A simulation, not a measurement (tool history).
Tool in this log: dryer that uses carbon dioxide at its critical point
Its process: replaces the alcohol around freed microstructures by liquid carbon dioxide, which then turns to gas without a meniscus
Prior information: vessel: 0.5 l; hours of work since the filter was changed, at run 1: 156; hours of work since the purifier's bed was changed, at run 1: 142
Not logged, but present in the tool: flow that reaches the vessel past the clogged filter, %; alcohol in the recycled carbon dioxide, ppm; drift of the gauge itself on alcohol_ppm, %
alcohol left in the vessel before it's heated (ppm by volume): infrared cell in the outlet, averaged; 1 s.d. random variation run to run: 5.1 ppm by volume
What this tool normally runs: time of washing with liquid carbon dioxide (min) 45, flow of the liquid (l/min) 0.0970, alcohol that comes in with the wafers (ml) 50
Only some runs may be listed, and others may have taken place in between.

| run | hour | time of washing with liquid carbon dioxide (min) | flow of the liquid (l/min) | alcohol that comes in with the wafers (ml) | hours of work since the filter was changed | hours of work since the purifier's bed was changed | alcohol left in the vessel before it's heated (ppm by volume) |
|---|---|---|---|---|---|---|---|
| 1 | 0.0 | 45 | 0.0970 | 50 | 156 | 142 | 125 |
| 2 | 14.7 | 45 | 0.0970 | 50 | 161 | 147 | 129 |
| 3 | 31.3 | 45 | 0.0970 | 50 | 166 | 152 | 124 |
| 4 | 46.3 | 45 | 0.0970 | 50 | 171 | 157 | 131 |
| 5 | 58.0 | 45 | 0.1151 | 50 | 175 | 161 | 85 |
| 6 | 84.2 | 45 | 0.1151 | 50 | 184 | 170 | 85 |
| 7 | 103.1 | 45 | 0.1151 | 50 | 190 | 176 | 85 |
| 8 | 118.8 | 45 | 0.0970 | 50 | 195 | 181 | 154 |
| 9 | 133.4 | 45 | 0.0970 | 50 | 200 | 186 | 149 |
| 10 | 161.5 | 40 | 0.0970 | 50 | 209 | 195 | 249 |
| 11 | 174.3 | 45 | 0.0777 | 50 | 213 | 199 | 399 |
| 12 | 194.0 | 45 | 0.0777 | 50 | 220 | 206 | 413 |
| 13 | 217.2 | 45 | 0.0970 | 50 | 227 | 214 | 166 |
| 14 | 245.1 | 45 | 0.0970 | 50 | 237 | 223 | 174 |
| 15 | 272.9 | 45 | 0.0970 | 42 | 246 | 232 | 160 |
| 16 | 288.7 | 45 | 0.0970 | 42 | 251 | 237 | 172 |
|  | 291.9 | inlet filter changed |
| 17 | 316.5 | 45 | 0.0970 | 50 | 8 | 246 | 152 |
| 18 | 330.7 | 45 | 0.0970 | 50 | 13 | 251 | 147 |
| 19 | 344.2 | 45 | 0.0970 | 50 | 17 | 255 | 141 |
| 20 | 366.5 | 45 | 0.0970 | 50 | 25 | 262 | 155 |
| 21 | 379.8 | 45 | 0.0970 | 50 | 29 | 267 | 148 |
| 22 | 396.9 | 37 | 0.0970 | 50 | 35 | 272 | 307 |
| 23 | 423.2 | 37 | 0.0970 | 50 | 43 | 281 | 312 |
| 24 | 438.2 | 37 | 0.0970 | 38 | 48 | 286 | 265 |
| 25 | 463.2 | 45 | 0.0912 | 50 | 56 | 294 | 211 |
| 26 | 488.1 | 45 | 0.0912 | 50 | 65 | 302 | 214 |
| 27 | 511.9 | 45 | 0.0912 | 50 | 72 | 310 | 213 |
| 28 | 525.5 | 45 | 0.0912 | 50 | 77 | 315 | 216 |
| 29 | 542.1 | 41 | 0.0637 | 118 | 82 | 320 | 2784 |
| 30 | 564.4 | 41 | 0.0637 | 118 | 90 | 327 | 2823 |
| 31 | 578.1 | 41 | 0.0637 | 118 | 94 | 332 | 2829 |
| 32 | 596.2 | 41 | 0.0637 | 118 | 100 | 338 | 2891 |
| 33 | 616.6 | 41 | 0.0637 | 118 | 107 | 345 | 2882 |
| 34 | 642.7 | 42 | 0.0824 | 110 | 115 | 353 | 761 |
| 35 | 659.3 | 65 | 0.0628 | 110 | 121 | 359 | 364 |
| 36 | 678.6 | 33 | 0.0970 | 70 | 127 | 365 | 759 |
| 37 | 691.7 | 67 | 0.1035 | 97 | 132 | 369 | 141 |
| 38 | 711.5 | 29 | 0.1620 | 89 | 138 | 376 | 212 |
| 39 | 736.6 | 35 | 0.1325 | 50 | 146 | 384 | 187 |
| 40 | 748.2 | 35 | 0.1147 | 85 | 150 | 388 | 345 |
| 41 | 774.8 | 43 | 0.1147 | 47 | 159 | 397 | 176 |
| 42 | 788.5 | 71 | 0.0856 | 33 | 163 | 401 | 155 |
| 43 | 802.8 | 71 | 0.0856 | 33 | 168 | 406 | 173 |
| 44 | 814.8 | 33 | 0.0669 | 50 | 172 | 410 | 2641 |
| 45 | 839.7 | 61 | 0.1580 | 93 | 180 | 418 | 173 |
| 46 | 866.8 | 61 | 0.1580 | 93 | 189 | 427 | 165 |
| 47 | 882.7 | 40 | 0.0677 | 22 | 194 | 432 | 665 |
| 48 | 907.1 | 40 | 0.0677 | 22 | 202 | 440 | 657 |

Across each entry between runs, compare the hidden state at the last listed run before it with the hidden state at the first listed run after it:
Run 16 -> run 17: inlet filter changed (hour 291.9)
  flow that reaches the vessel past the clogged filter, %: 92.2 -> 99.7; alcohol in the recycled carbon dioxide, ppm: 94.8 -> 98.5
  difference, measured minus the result without the unlogged condition, alcohol left in the vessel before it's heated (ppm by volume): +122 -> +95
